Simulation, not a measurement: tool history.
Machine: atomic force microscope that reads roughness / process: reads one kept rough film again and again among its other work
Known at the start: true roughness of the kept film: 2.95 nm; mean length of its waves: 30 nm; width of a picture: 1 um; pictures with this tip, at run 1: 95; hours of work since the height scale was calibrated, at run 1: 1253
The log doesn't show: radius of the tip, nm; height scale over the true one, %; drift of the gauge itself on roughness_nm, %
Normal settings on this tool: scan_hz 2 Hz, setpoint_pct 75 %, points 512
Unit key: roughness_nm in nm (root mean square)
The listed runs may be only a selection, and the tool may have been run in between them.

run    hour  scan_hz  setpoint_pct  points  pictures with this tip  hours of work since the height scale was calibrated  roughness_nm
  1       0        2            75     512                      95                                                 1253         1.963
  2    35.1        2            75     512                     176                                                 1277         1.784
       47.4  -- new tip fitted
  3    79.2        2            75     512                      74                                                 1308         2.028
      137.5  -- new tip fitted
  4     145        2            75     512                      17                                                 1353         2.169
  5   187.7        2            75     512                     116                                                 1382          1.92
      225.8  -- new tip fitted
  6   234.3        2            75     512                      20                                                 1414         2.198
  7   300.2      1.4            75     512                     172                                                 1460         1.888
      315.8  -- new tip fitted
  8   344.4      1.4            75     512                      66                                                 1490         2.166
  9   377.9      1.4            75     512                     143                                                 1513         1.966
      403.3  -- new tip fitted
 10   422.6      1.4            75     512                      45                                                 1544         2.188
 11   474.4        2            75     512                     165                                                 1580         1.781
      490.6  -- new tip fitted
 12   534.1        2            75     512                     101                                                 1621         1.927
 13   572.5        2            75     512                     190                                                 1648         1.713
      578.9  -- new tip fitted
 14   620.9     0.97            86     512                      98                                                 1681         2.001
      670.2  -- new tip fitted
 15   680.8     1.41            61     512                      24                                                 1722         2.403
 16     742     3.37            61     551                     166                                                 1764         1.846
        747  -- height scale calibrated on a step standard
      760.4  -- new tip fitted
 17   781.4     1.26            61     406                      49                                                   24         2.346
 18   810.1     3.53            76     922                     115                                                   43         1.683
 19   846.1        2            75     567                     199                                                   68         1.719
      849.3  -- new tip fitted
 20   879.3        2            75     567                      69                                                   91          2.08
      934.1  -- height scale calibrated on a step standard, once more
      939.8  -- new tip fitted
 21   946.6        2            75     567                      15                                                    8         2.179
 22   976.3     2.06            56     951                      84                                                   29         2.195
     1029.6  -- new tip fitted
 23  1036.6     3.08            56     951                      16                                                   70         2.327
 24  1064.3     3.08            56     951                      80                                                   90         2.142

Each row is a separate what-if for the run after 24, all from the same tool condition, not one after another. Results?
     1118.1  -- new tip fitted
  A  1122.1     3.08            89     951                      10                                                  129             ?
     1118.1  -- new tip fitted
  B  1122.1     0.83            74     338                      10                                                  129             ?
     1118.1  -- new tip fitted
  C  1122.1     2.15            56     277                      10                                                  129             ?

run  roughness_nm
  A          1.66
  B         2.378
  C         2.391
What these runs would have given with no unlogged condition in the tool:
run  roughness_nm
  A         1.694
  B         2.427
  C          2.44

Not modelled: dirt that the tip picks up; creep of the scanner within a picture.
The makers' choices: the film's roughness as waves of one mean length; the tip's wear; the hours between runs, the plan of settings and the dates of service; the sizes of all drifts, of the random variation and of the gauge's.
